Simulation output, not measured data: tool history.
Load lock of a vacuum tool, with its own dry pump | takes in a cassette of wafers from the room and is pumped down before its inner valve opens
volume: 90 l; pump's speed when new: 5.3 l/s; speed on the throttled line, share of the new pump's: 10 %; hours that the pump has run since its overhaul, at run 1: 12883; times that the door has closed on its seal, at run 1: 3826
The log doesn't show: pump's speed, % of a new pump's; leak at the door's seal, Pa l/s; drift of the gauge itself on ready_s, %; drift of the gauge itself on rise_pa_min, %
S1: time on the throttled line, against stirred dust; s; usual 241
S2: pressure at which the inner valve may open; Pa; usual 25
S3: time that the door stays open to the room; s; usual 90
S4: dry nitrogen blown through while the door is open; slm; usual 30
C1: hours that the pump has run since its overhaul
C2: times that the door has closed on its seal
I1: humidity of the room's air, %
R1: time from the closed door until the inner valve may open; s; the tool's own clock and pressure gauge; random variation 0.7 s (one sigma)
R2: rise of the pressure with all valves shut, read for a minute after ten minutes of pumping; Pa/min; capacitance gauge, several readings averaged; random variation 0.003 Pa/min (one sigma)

{"run": 1, "hour": 0.0, "S1": 241, "S2": 25, "S3": 90, "S4": 30, "C1": 12883, "C2": 3826, "I1": 45.9, "R1": 370.3, "R2": 0.031}
{"run": 2, "hour": 77.2, "S1": 241, "S2": 25, "S3": 90, "S4": 30, "C1": 12961, "C2": 3929, "I1": 44.5, "R1": 370.1, "R2": 0.031}
{"run": 3, "hour": 130.2, "S1": 241, "S2": 25, "S3": 90, "S4": 30, "C1": 13014, "C2": 4000, "I1": 42.2, "R1": 370.1, "R2": 0.023}
{"run": 4, "hour": 205.6, "S1": 241, "S2": 25, "S3": 90, "S4": 30, "C1": 13089, "C2": 4102, "I1": 43.3, "R1": 371.5, "R2": 0.034}
{"run": 5, "hour": 255.2, "S1": 241, "S2": 25, "S3": 90, "S4": 30, "C1": 13139, "C2": 4168, "I1": 44.8, "R1": 370.2, "R2": 0.028}
{"run": 6, "hour": 361.0, "S1": 241, "S2": 25, "S3": 90, "S4": 30, "C1": 13244, "C2": 4310, "I1": 44.0, "R1": 370.6, "R2": 0.028}
{"run": 7, "hour": 442.6, "S1": 241, "S2": 25, "S3": 90, "S4": 30, "C1": 13326, "C2": 4420, "I1": 45.4, "R1": 369.2, "R2": 0.03}
{"run": 8, "hour": 498.2, "S1": 241, "S2": 25, "S3": 90, "S4": 30, "C1": 13382, "C2": 4495, "I1": 45.7, "R1": 372.0, "R2": 0.034}
{"run": 9, "hour": 546.2, "S1": 241, "S2": 25, "S3": 90, "S4": 30, "C1": 13430, "C2": 4559, "I1": 48.2, "R1": 370.2, "R2": 0.032}
{"run": 10, "hour": 631.6, "S1": 241, "S2": 25, "S3": 90, "S4": 42, "C1": 13515, "C2": 4674, "I1": 44.8, "R1": 370.7, "R2": 0.03}
{"run": 11, "hour": 697.8, "S1": 241, "S2": 25, "S3": 90, "S4": 42, "C1": 13581, "C2": 4763, "I1": 45.2, "R1": 370.5, "R2": 0.03}
{"run": 12, "hour": 780.9, "S1": 137, "S2": 35, "S3": 90, "S4": 10, "C1": 13664, "C2": 4874, "I1": 47.4, "R1": 272.0, "R2": 0.052}
{"run": 13, "hour": 871.4, "S1": 241, "S2": 25, "S3": 43, "S4": 5, "C1": 13755, "C2": 4996, "I1": 40.1, "R1": 371.6, "R2": 0.045}
{"run": 14, "hour": 976.8, "S1": 241, "S2": 25, "S3": 43, "S4": 5, "C1": 13860, "C2": 5138, "I1": 45.9, "R1": 370.2, "R2": 0.052}
{"run": 15, "hour": 1020.9, "S1": 241, "S2": 25, "S3": 43, "S4": 5, "C1": 13904, "C2": 5197, "I1": 44.4, "R1": 371.8, "R2": 0.052}
{"run": 16, "hour": 1101.8, "S1": 172, "S2": 35, "S3": 52, "S4": 5, "C1": 13985, "C2": 5305, "I1": 45.1, "R1": 303.9, "R2": 0.059}
{"run": 17, "hour": 1192.5, "S1": 241, "S2": 25, "S3": 64, "S4": 19, "C1": 14076, "C2": 5427, "I1": 44.1, "R1": 370.4, "R2": 0.035}
{"run": 18, "hour": 1279.4, "S1": 241, "S2": 25, "S3": 64, "S4": 19, "C1": 14163, "C2": 5544, "I1": 45.5, "R1": 370.4, "R2": 0.036}
{"run": 19, "hour": 1363.3, "S1": 243, "S2": 35, "S3": 64, "S4": 19, "C1": 14247, "C2": 5657, "I1": 41.2, "R1": 366.8, "R2": 0.036}
{"run": 20, "hour": 1415.8, "S1": 243, "S2": 35, "S3": 64, "S4": 19, "C1": 14299, "C2": 5727, "I1": 44.7, "R1": 366.0, "R2": 0.04}
{"run": 21, "hour": 1510.9, "S1": 241, "S2": 25, "S3": 36, "S4": 30, "C1": 14394, "C2": 5855, "I1": 42.4, "R1": 370.6, "R2": 0.027}

Hidden state or all else? Some run-to-run changes of R1, split into what the settings, what came in and random variation would give without the hidden state, and what is left for the hidden state (with any gauge scatter that isn't in both results):
Run 11 -> 12: S1 241 -> 137, S2 25 -> 35, S4 42 -> 10. R1 -98.5 s: hidden state +0.6, all else -99.1.
Run 12 -> 13: S1 137 -> 241, S2 35 -> 25, S3 90 -> 43, S4 10 -> 5. R1 +99.6 s: hidden state -0.4, all else +100.0.
Run 20 -> 21: S1 243 -> 241, S2 35 -> 25, S3 64 -> 36, S4 19 -> 30. R1 +4.6 s: hidden state +0.7, all else +3.9.
